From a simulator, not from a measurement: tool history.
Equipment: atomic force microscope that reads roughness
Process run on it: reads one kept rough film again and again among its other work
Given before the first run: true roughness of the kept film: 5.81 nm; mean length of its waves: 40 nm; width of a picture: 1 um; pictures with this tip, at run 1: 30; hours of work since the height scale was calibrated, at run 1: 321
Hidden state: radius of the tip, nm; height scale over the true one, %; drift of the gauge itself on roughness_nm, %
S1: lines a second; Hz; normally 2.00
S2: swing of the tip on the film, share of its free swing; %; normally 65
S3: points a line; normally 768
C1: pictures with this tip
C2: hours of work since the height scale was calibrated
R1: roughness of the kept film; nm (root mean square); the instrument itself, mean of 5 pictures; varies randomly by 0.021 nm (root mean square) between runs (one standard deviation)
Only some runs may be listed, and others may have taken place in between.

{"run": 1, "hour": 0.0, "S1": 2.0, "S2": 65, "S3": 768, "C1": 30, "C2": 321, "R1": 4.86}
{"run": 2, "hour": 37.3, "S1": 2.0, "S2": 59, "S3": 768, "C1": 61, "C2": 337, "R1": 4.792}
{"run": 3, "hour": 65.6, "S1": 2.0, "S2": 65, "S3": 768, "C1": 85, "C2": 349, "R1": 4.621}
{"hour": 76.5, "done": "new tip fitted"}
{"run": 4, "hour": 94.0, "S1": 2.0, "S2": 65, "S3": 768, "C1": 15, "C2": 360, "R1": 4.994}
{"run": 5, "hour": 134.7, "S1": 2.0, "S2": 65, "S3": 768, "C1": 50, "C2": 377, "R1": 4.837}
{"run": 6, "hour": 162.7, "S1": 2.0, "S2": 56, "S3": 768, "C1": 73, "C2": 389, "R1": 4.792}
{"run": 7, "hour": 180.2, "S1": 2.0, "S2": 86, "S3": 768, "C1": 88, "C2": 396, "R1": 4.322}
{"hour": 188.5, "done": "new tip fitted"}
{"run": 8, "hour": 205.1, "S1": 2.0, "S2": 86, "S3": 768, "C1": 14, "C2": 406, "R1": 4.599}
{"run": 9, "hour": 231.0, "S1": 2.0, "S2": 86, "S3": 768, "C1": 36, "C2": 417, "R1": 4.505}
{"run": 10, "hour": 262.8, "S1": 2.0, "S2": 86, "S3": 768, "C1": 63, "C2": 430, "R1": 4.398}
{"run": 11, "hour": 289.5, "S1": 2.0, "S2": 86, "S3": 768, "C1": 86, "C2": 441, "R1": 4.299}
{"hour": 298.9, "done": "new tip fitted"}
{"run": 12, "hour": 328.3, "S1": 2.0, "S2": 86, "S3": 768, "C1": 25, "C2": 457, "R1": 4.547}
{"run": 13, "hour": 348.5, "S1": 0.83, "S2": 86, "S3": 768, "C1": 42, "C2": 465, "R1": 4.793}
{"run": 14, "hour": 368.2, "S1": 2.0, "S2": 72, "S3": 768, "C1": 59, "C2": 473, "R1": 4.681}
{"run": 15, "hour": 396.8, "S1": 2.0, "S2": 65, "S3": 768, "C1": 84, "C2": 485, "R1": 4.623}
{"hour": 410.1, "done": "new tip fitted"}
{"run": 16, "hour": 424.5, "S1": 2.0, "S2": 69, "S3": 768, "C1": 13, "C2": 496, "R1": 4.916}
{"run": 17, "hour": 452.2, "S1": 2.0, "S2": 69, "S3": 768, "C1": 36, "C2": 508, "R1": 4.731}
{"run": 18, "hour": 477.3, "S1": 2.0, "S2": 63, "S3": 768, "C1": 57, "C2": 518, "R1": 4.734}
{"run": 19, "hour": 513.5, "S1": 3.92, "S2": 86, "S3": 405, "C1": 88, "C2": 533, "R1": 3.843}
{"hour": 520.5, "done": "new tip fitted"}
{"run": 20, "hour": 545.2, "S1": 3.81, "S2": 59, "S3": 405, "C1": 21, "C2": 546, "R1": 4.826}
{"run": 21, "hour": 585.6, "S1": 2.6, "S2": 65, "S3": 401, "C1": 55, "C2": 563, "R1": 4.651}
{"run": 22, "hour": 621.5, "S1": 1.38, "S2": 65, "S3": 680, "C1": 86, "C2": 578, "R1": 4.681}

Predict the results of run 23:
{"hour": 632.3, "done": "new tip fitted"}
{"run": 23, "hour": 645.4, "S1": 1.59, "S2": 69, "S3": 768, "C1": 11, "C2": 588, "R1": "?"}

R1: 4.923 nm (root mean square)
With the hidden condition absent and the run-to-run variation left alone, this run would have shown R1 5.064 nm (root mean square).

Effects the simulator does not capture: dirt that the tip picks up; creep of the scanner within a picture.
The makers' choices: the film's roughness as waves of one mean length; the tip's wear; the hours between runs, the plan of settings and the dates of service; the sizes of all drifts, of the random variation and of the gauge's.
